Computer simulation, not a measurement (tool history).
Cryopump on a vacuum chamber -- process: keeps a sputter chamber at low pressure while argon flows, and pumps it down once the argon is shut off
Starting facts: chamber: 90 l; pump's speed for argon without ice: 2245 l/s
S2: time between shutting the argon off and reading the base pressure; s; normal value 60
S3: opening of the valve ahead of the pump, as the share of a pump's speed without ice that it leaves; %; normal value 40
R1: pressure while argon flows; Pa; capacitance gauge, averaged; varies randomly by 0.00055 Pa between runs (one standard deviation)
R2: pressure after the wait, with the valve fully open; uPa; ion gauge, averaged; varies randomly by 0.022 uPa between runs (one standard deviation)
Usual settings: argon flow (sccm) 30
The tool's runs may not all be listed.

{"run": 1, "hour": 0.0, "argon flow (sccm)": 30, "S2": 60, "S3": 40, "R1": 0.0658, "R2": 0.87}
{"run": 2, "hour": 57.7, "argon flow (sccm)": 30, "S2": 261, "S3": 40, "R1": 0.065, "R2": 0.52}
{"run": 3, "hour": 118.7, "argon flow (sccm)": 30, "S2": 261, "S3": 40, "R1": 0.0663, "R2": 0.54}
{"run": 4, "hour": 196.9, "argon flow (sccm)": 30, "S2": 261, "S3": 40, "R1": 0.0671, "R2": 0.58}
{"run": 5, "hour": 240.7, "argon flow (sccm)": 30, "S2": 261, "S3": 41, "R1": 0.0667, "R2": 0.54}
{"run": 6, "hour": 314.4, "argon flow (sccm)": 30, "S2": 261, "S3": 41, "R1": 0.0661, "R2": 0.59}
{"hour": 334.3, "done": "pump warmed up, emptied and cooled again"}
{"run": 7, "hour": 359.5, "argon flow (sccm)": 30, "S2": 261, "S3": 41, "R1": 0.0555, "R2": 0.43}
{"run": 8, "hour": 442.0, "argon flow (sccm)": 30, "S2": 261, "S3": 41, "R1": 0.0564, "R2": 0.41}
{"run": 9, "hour": 510.1, "argon flow (sccm)": 30, "S2": 261, "S3": 41, "R1": 0.0572, "R2": 0.43}
{"run": 10, "hour": 602.6, "argon flow (sccm)": 30, "S2": 78, "S3": 40, "R1": 0.0587, "R2": 0.68}
{"run": 11, "hour": 654.4, "argon flow (sccm)": 30, "S2": 102, "S3": 40, "R1": 0.0585, "R2": 0.57}
{"run": 12, "hour": 707.2, "argon flow (sccm)": 30, "S2": 60, "S3": 40, "R1": 0.0587, "R2": 0.76}
{"run": 13, "hour": 764.9, "argon flow (sccm)": 30, "S2": 60, "S3": 40, "R1": 0.0598, "R2": 0.8}
{"run": 14, "hour": 855.9, "argon flow (sccm)": 30, "S2": 45, "S3": 40, "R1": 0.0597, "R2": 0.93}
{"run": 15, "hour": 937.1, "argon flow (sccm)": 30, "S2": 45, "S3": 40, "R1": 0.0607, "R2": 0.93}
{"run": 16, "hour": 1007.0, "argon flow (sccm)": 30, "S2": 60, "S3": 40, "R1": 0.0607, "R2": 0.83}
{"run": 17, "hour": 1049.0, "argon flow (sccm)": 30, "S2": 60, "S3": 40, "R1": 0.0608, "R2": 0.85}
{"run": 18, "hour": 1119.0, "argon flow (sccm)": 30, "S2": 60, "S3": 40, "R1": 0.0608, "R2": 0.85}
{"run": 19, "hour": 1188.0, "argon flow (sccm)": 36, "S2": 61, "S3": 40, "R1": 0.0738, "R2": 0.83}
{"run": 20, "hour": 1230.9, "argon flow (sccm)": 36, "S2": 61, "S3": 40, "R1": 0.0748, "R2": 0.83}
{"run": 21, "hour": 1285.6, "argon flow (sccm)": 36, "S2": 61, "S3": 40, "R1": 0.0748, "R2": 0.86}
{"run": 22, "hour": 1346.6, "argon flow (sccm)": 36, "S2": 61, "S3": 40, "R1": 0.0761, "R2": 0.91}
{"run": 23, "hour": 1441.8, "argon flow (sccm)": 36, "S2": 61, "S3": 40, "R1": 0.0756, "R2": 0.91}
{"run": 24, "hour": 1486.1, "argon flow (sccm)": 36, "S2": 61, "S3": 40, "R1": 0.0768, "R2": 0.9}
{"run": 25, "hour": 1565.2, "argon flow (sccm)": 36, "S2": 61, "S3": 40, "R1": 0.0775, "R2": 0.9}

Estimate the outcome of run 26 from the log above:
{"run": 26, "hour": 1612.1, "argon flow (sccm)": 17, "S2": 72, "S3": 46, "R1": "?", "R2": "?"}

R1: 0.0335 Pa
R2: 0.87 uPa
Without the tool's hidden state the same run would have given R1 0.0285 Pa, R2 0.48 uPa.
